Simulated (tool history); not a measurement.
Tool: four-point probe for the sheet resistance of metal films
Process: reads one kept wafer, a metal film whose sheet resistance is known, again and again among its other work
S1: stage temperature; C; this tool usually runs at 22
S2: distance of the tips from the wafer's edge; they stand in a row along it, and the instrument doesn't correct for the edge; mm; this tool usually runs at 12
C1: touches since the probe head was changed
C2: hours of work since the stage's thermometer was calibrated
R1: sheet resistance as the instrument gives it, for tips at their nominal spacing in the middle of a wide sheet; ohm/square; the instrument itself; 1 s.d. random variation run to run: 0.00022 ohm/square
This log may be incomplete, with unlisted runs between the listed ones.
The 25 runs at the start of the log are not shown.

run,day,S1,S2,C1,C2,R1
26,47.421,28,8,136692,443,1.083151
27,49.788,28,8,138873,483,1.082719
28,52.367,23,42,141251,528,1.081701
29,53.712,22,41,142491,551,1.082051
30,55.317,31,41,143969,578,1.078489
31,56.754,31,41,145292,603,1.078535
32,59.446,31,41,147775,649,1.079011
33,60.708,24,20,148939,671,1.082186
34,62.471,32,32,150562,701,1.078793
35,64.346,32,32,152292,733,1.078739
36,65.571,21,34,153420,754,1.083171
37,67.142,21,34,154865,781,1.083020
38,68.854,35,41,156444,810,1.077795
39,70.104,19,33,157598,832,1.084042
40,72.296,21,13,159615,869,1.084531
41,75.017,24,39,162125,916,1.082555
42,77.758,22,17,164652,963,1.084023
43,79.088,29,3,165876,986,1.105826
44,81.192,29,3,167816,1022,1.105673
45,82.888,29,3,169378,1051,1.106183

Below are 4 alternative next runs, each starting from the tool's condition after run 45. Predict each:
A,84.746,25,54,171088,1083,?
B,84.746,23,12,171088,1083,?
C,84.746,27,13,171088,1083,?
D,84.746,19,8,171088,1083,?

run,R1
A,1.082320
B,1.084492
C,1.082923
D,1.088771
With no hidden state in the tool, these same runs would have given:
run,R1
A,1.073344
B,1.075494
C,1.073948
D,1.079729
